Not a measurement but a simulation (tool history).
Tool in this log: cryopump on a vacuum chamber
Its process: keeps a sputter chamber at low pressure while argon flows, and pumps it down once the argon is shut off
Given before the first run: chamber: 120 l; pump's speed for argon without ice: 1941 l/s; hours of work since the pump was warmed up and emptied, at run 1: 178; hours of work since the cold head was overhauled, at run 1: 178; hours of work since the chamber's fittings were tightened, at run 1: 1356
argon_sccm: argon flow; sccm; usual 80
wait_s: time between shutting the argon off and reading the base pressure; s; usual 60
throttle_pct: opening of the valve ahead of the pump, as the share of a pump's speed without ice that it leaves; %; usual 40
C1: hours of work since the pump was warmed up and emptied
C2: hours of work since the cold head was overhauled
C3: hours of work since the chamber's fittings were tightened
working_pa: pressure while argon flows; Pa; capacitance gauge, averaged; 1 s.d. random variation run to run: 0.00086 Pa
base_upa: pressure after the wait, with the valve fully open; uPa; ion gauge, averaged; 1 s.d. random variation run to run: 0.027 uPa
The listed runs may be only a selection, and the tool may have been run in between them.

{"run": 1, "day": 0.0, "argon_sccm": 80, "wait_s": 60, "throttle_pct": 40, "C1": 178, "C2": 178, "C3": 1356, "working_pa": 0.1814, "base_upa": 1.82}
{"run": 2, "day": 0.412, "argon_sccm": 80, "wait_s": 107, "throttle_pct": 40, "C1": 186, "C2": 186, "C3": 1364, "working_pa": 0.1812, "base_upa": 1.34}
{"run": 3, "day": 0.717, "argon_sccm": 80, "wait_s": 102, "throttle_pct": 40, "C1": 192, "C2": 192, "C3": 1370, "working_pa": 0.1815, "base_upa": 1.36}
{"run": 4, "day": 1.138, "argon_sccm": 80, "wait_s": 199, "throttle_pct": 40, "C1": 200, "C2": 200, "C3": 1378, "working_pa": 0.182, "base_upa": 1.05}
{"run": 5, "day": 1.525, "argon_sccm": 114, "wait_s": 199, "throttle_pct": 40, "C1": 207, "C2": 207, "C3": 1385, "working_pa": 0.2604, "base_upa": 1.09}
{"run": 6, "day": 2.179, "argon_sccm": 80, "wait_s": 34, "throttle_pct": 40, "C1": 220, "C2": 220, "C3": 1397, "working_pa": 0.182, "base_upa": 2.63}
{"run": 7, "day": 2.529, "argon_sccm": 80, "wait_s": 34, "throttle_pct": 40, "C1": 227, "C2": 227, "C3": 1404, "working_pa": 0.1827, "base_upa": 2.68}
{"run": 8, "day": 3.208, "argon_sccm": 80, "wait_s": 34, "throttle_pct": 40, "C1": 239, "C2": 239, "C3": 1417, "working_pa": 0.184, "base_upa": 2.67}
{"run": 9, "day": 3.604, "argon_sccm": 80, "wait_s": 34, "throttle_pct": 40, "C1": 247, "C2": 247, "C3": 1425, "working_pa": 0.1838, "base_upa": 2.63}
{"run": 10, "day": 4.008, "argon_sccm": 80, "wait_s": 60, "throttle_pct": 40, "C1": 255, "C2": 255, "C3": 1432, "working_pa": 0.1853, "base_upa": 1.92}
{"run": 11, "day": 4.404, "argon_sccm": 59, "wait_s": 60, "throttle_pct": 40, "C1": 262, "C2": 262, "C3": 1440, "working_pa": 0.1366, "base_upa": 1.83}
{"run": 12, "day": 4.942, "argon_sccm": 59, "wait_s": 60, "throttle_pct": 40, "C1": 272, "C2": 272, "C3": 1450, "working_pa": 0.1366, "base_upa": 1.88}
{"run": 13, "day": 5.3, "argon_sccm": 59, "wait_s": 60, "throttle_pct": 40, "C1": 279, "C2": 279, "C3": 1457, "working_pa": 0.1367, "base_upa": 1.91}
{"run": 14, "day": 5.95, "argon_sccm": 67, "wait_s": 44, "throttle_pct": 35, "C1": 292, "C2": 292, "C3": 1469, "working_pa": 0.1769, "base_upa": 2.24}
{"run": 15, "day": 6.658, "argon_sccm": 144, "wait_s": 60, "throttle_pct": 25, "C1": 305, "C2": 305, "C3": 1483, "working_pa": 0.5254, "base_upa": 1.83}
{"run": 16, "day": 7.371, "argon_sccm": 57, "wait_s": 84, "throttle_pct": 40, "C1": 319, "C2": 319, "C3": 1496, "working_pa": 0.1333, "base_upa": 1.62}
{"run": 17, "day": 8.025, "argon_sccm": 57, "wait_s": 82, "throttle_pct": 46, "C1": 331, "C2": 331, "C3": 1509, "working_pa": 0.1183, "base_upa": 1.73}
{"run": 18, "day": 8.329, "argon_sccm": 57, "wait_s": 82, "throttle_pct": 33, "C1": 337, "C2": 337, "C3": 1514, "working_pa": 0.1616, "base_upa": 1.68}
{"run": 19, "day": 8.783, "argon_sccm": 80, "wait_s": 60, "throttle_pct": 36, "C1": 345, "C2": 345, "C3": 1523, "working_pa": 0.2084, "base_upa": 1.97}
{"run": 20, "day": 9.4, "argon_sccm": 80, "wait_s": 60, "throttle_pct": 36, "C1": 357, "C2": 357, "C3": 1535, "working_pa": 0.2097, "base_upa": 1.9}
{"run": 21, "day": 10.108, "argon_sccm": 49, "wait_s": 60, "throttle_pct": 56, "C1": 371, "C2": 371, "C3": 1548, "working_pa": 0.0855, "base_upa": 2.01}
{"run": 22, "day": 10.488, "argon_sccm": 63, "wait_s": 34, "throttle_pct": 56, "C1": 378, "C2": 378, "C3": 1555, "working_pa": 0.1096, "base_upa": 2.8}
{"run": 23, "day": 11.042, "argon_sccm": 98, "wait_s": 34, "throttle_pct": 56, "C1": 388, "C2": 388, "C3": 1566, "working_pa": 0.1725, "base_upa": 2.83}

Branching from run 23: 3 alternative next runs. What would each branch give?
{"run": "A", "day": 11.467, "argon_sccm": 112, "wait_s": 257, "throttle_pct": 47, "C1": 396, "C2": 396, "C3": 1574, "working_pa": "?", "base_upa": "?"}
{"run": "B", "day": 11.467, "argon_sccm": 78, "wait_s": 120, "throttle_pct": 40, "C1": 396, "C2": 396, "C3": 1574, "working_pa": "?", "base_upa": "?"}
{"run": "C", "day": 11.467, "argon_sccm": 56, "wait_s": 60, "throttle_pct": 18, "C1": 396, "C2": 396, "C3": 1574, "working_pa": "?", "base_upa": "?"}

run=A working_pa=0.2328 base_upa=1.21
run=B working_pa=0.1877 base_upa=1.46
run=C working_pa=0.2833 base_upa=2.06
What these runs would have given with no unlogged condition in the tool:
run=A working_pa=0.2084 base_upa=0.42
run=B working_pa=0.1707 base_upa=0.67
run=C working_pa=0.2711 base_upa=1.26
